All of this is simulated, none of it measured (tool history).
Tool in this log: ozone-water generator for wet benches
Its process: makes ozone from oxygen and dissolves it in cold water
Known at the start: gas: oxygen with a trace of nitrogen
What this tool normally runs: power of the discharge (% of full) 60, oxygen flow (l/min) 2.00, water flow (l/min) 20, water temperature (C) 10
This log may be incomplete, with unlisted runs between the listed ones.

run    hour  power of the discharge (% of full)  oxygen flow (l/min)  water flow (l/min)  water temperature (C)  dissolved ozone (ppm)  ozone in the gas ahead of the water (g/m3)
  1     0.0                                  60                 2.00                  20                     10                   16.5                                       245.0
  2   110.7                                  60                 2.00                  20                     10                   16.5                                       244.3
  3   188.7                                  60                 2.00                  20                     10                   16.4                                       244.4
  4   294.7                                  60                 2.00                  20                     10                   16.4                                       244.1
  5   422.4                                  60                 2.00                  20                     10                   16.4                                       243.7
  6   485.9                                  60                 2.00                  20                     10                   16.7                                       244.6
  7   628.9                                  60                 2.00                  20                     10                   16.4                                       245.1
  8   739.4                                  60                 2.00                  20                     10                   16.4                                       243.8
  9   845.6                                  60                 2.00                  20                     10                   16.5                                       245.9
 10   916.3                                  60                 2.00                  20                     10                   16.5                                       246.1
 11  1002.7                                  60                 2.00                  20                      6                   16.6                                       245.7
 12  1151.7                                  60                 2.00                  20                      7                   16.7                                       244.2
 13  1277.6                                  60                 2.37                  27                     10                   12.6                                       225.1
 14  1340.5                                  60                 2.37                  27                     10                   12.6                                       225.8
 15  1458.3                                  83                 2.37                  16                     10                   27.1                                       291.2
 16  1576.4                                  83                 2.37                  16                     10                   27.1                                       288.0
 17  1694.0                                  60                 2.00                  31                     10                   10.2                                       247.0
 18  1763.6                                  60                 1.29                  21                      5                   13.7                                       303.6
 19  1888.1                                  60                 2.30                  20                      5                   17.6                                       229.0
 20  2022.2                                  94                 2.30                  20                      5                   25.1                                       323.2
 21  2087.1                                  94                 2.30                  20                      5                   24.9                                       325.0

Run 22, settings as shown, results not yet in. Your forecast:
 22  2175.6                                  60                 2.00                  20                      9                      ?                                           ?

dissolved ozone (ppm): 16.3
ozone in the gas ahead of the water (g/m3): 244.9
Take away the tool's hidden state, keep the run-to-run variation as it was, and the same run would have given dissolved ozone (ppm) 16.3, ozone in the gas ahead of the water (g/m3) 245.0.
